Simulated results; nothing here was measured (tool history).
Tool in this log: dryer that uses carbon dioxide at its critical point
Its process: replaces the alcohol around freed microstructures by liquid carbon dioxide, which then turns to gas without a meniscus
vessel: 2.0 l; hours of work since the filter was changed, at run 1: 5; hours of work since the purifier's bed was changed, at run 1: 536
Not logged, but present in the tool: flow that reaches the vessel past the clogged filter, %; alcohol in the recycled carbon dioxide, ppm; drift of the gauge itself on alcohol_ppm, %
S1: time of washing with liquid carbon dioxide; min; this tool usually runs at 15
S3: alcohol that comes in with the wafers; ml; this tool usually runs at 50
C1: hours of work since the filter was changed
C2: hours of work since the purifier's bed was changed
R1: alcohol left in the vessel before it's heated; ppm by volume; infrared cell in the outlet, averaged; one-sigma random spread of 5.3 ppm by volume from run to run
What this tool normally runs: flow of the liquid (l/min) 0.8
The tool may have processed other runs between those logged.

run 1 hour=0 | S1=15 flow_of_the_liquid_(l/min)=0.8 S3=50 | C1=5 C2=536 | R1=309
run 2 hour=15.5 | S1=15 flow_of_the_liquid_(l/min)=0.8 S3=50 | C1=17 C2=548 | R1=327
run 3 hour=33.1 | S1=15 flow_of_the_liquid_(l/min)=0.8 S3=50 | C1=30 C2=561 | R1=329
run 4 hour=57.4 | S1=15 flow_of_the_liquid_(l/min)=0.8 S3=50 | C1=48 C2=579 | R1=337
run 5 hour=79 | S1=15 flow_of_the_liquid_(l/min)=0.8 S3=50 | C1=64 C2=595 | R1=354
run 6 hour=96.3 | S1=15 flow_of_the_liquid_(l/min)=0.8 S3=50 | C1=76 C2=608 | R1=374
run 7 hour=111.9 | S1=15 flow_of_the_liquid_(l/min)=0.8 S3=50 | C1=88 C2=619 | R1=366
run 8 hour=137.8 | S1=15 flow_of_the_liquid_(l/min)=0.67 S3=32 | C1=107 C2=638 | R1=446
run 9 hour=157.6 | S1=9 flow_of_the_liquid_(l/min)=0.566 S3=44 | C1=122 C2=653 | R1=2613
run 10 hour=181.6 | S1=9 flow_of_the_liquid_(l/min)=1.057 S3=47 | C1=140 C2=671 | R1=650
run 11 hour=195.5 | S1=23 flow_of_the_liquid_(l/min)=0.95 S3=29 | C1=150 C2=681 | R1=278
run 12 hour=207.8 | S1=23 flow_of_the_liquid_(l/min)=0.95 S3=29 | C1=159 C2=690 | R1=270

Below are 4 alternative next runs, each starting from the tool's condition after run 12. Predict each:
run A hour=226.6 | S1=14 flow_of_the_liquid_(l/min)=0.487 S3=29 | C1=173 C2=704 | R1=?
run B hour=226.6 | S1=15 flow_of_the_liquid_(l/min)=0.8 S3=28 | C1=173 C2=704 | R1=?
run C hour=226.6 | S1=20 flow_of_the_liquid_(l/min)=0.8 S3=50 | C1=173 C2=704 | R1=?
run D hour=226.6 | S1=15 flow_of_the_liquid_(l/min)=0.8 S3=32 | C1=173 C2=704 | R1=?

run=A R1=1011
run=B R1=359
run=C R1=312
run=D R1=366
With no hidden state in the tool, these same runs would have given:
run=A R1=622
run=B R1=69
run=C R1=27
run=D R1=69

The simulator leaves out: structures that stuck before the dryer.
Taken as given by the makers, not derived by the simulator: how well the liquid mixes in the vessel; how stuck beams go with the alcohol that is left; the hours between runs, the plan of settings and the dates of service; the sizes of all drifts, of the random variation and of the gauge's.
